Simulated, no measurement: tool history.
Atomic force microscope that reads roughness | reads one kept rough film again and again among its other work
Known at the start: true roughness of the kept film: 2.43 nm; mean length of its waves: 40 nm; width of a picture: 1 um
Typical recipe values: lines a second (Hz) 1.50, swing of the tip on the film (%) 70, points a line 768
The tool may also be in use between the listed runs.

run,hour,lines a second (Hz),swing of the tip on the film (%),points a line,roughness of the kept film (nm (root mean square))
1,0.0,1.50,70,768,2.183
2,8.1,1.50,70,768,2.160
3,16.0,1.50,66,768,2.162
4,24.6,1.50,66,768,2.185
5,33.9,1.50,66,768,2.167
6,43.0,1.50,66,854,2.173
7,51.4,1.50,73,768,2.135
8,57.5,1.50,73,768,2.140
9,64.6,1.14,70,768,2.157
10,75.1,1.14,70,768,2.154
11,81.6,1.14,70,768,2.175
12,92.9,1.87,70,768,2.126
# hour 102.8: new tip fitted
13,103.1,1.87,70,768,2.230
14,108.6,1.87,70,768,2.198
15,119.0,1.87,70,768,2.210
# hour 120.7: height scale calibrated on a step standard
16,127.1,1.87,70,768,2.234
17,134.4,1.50,70,768,2.236
18,144.2,1.50,70,768,2.228
19,152.7,1.58,70,768,2.224
20,160.0,1.58,70,768,2.226
21,168.0,1.50,69,768,2.229
22,173.8,3.36,63,768,2.173
23,183.7,1.06,70,943,2.218
24,190.5,1.06,70,943,2.224
# hour 193.3: height scale calibrated on a step standard, once more
25,198.4,1.06,70,943,2.249
26,204.7,1.06,70,943,2.219
27,211.8,3.94,65,294,2.107

Run 28, settings as shown, results not yet in. Your forecast:
28,217.3,0.83,90,929,?

{"run 28": {"roughness of the kept film (nm (root mean square))": 2.158}}
The same run, on a tool lacking any hidden state, would have yielded roughness of the kept film (nm (root mean square)) 2.216.
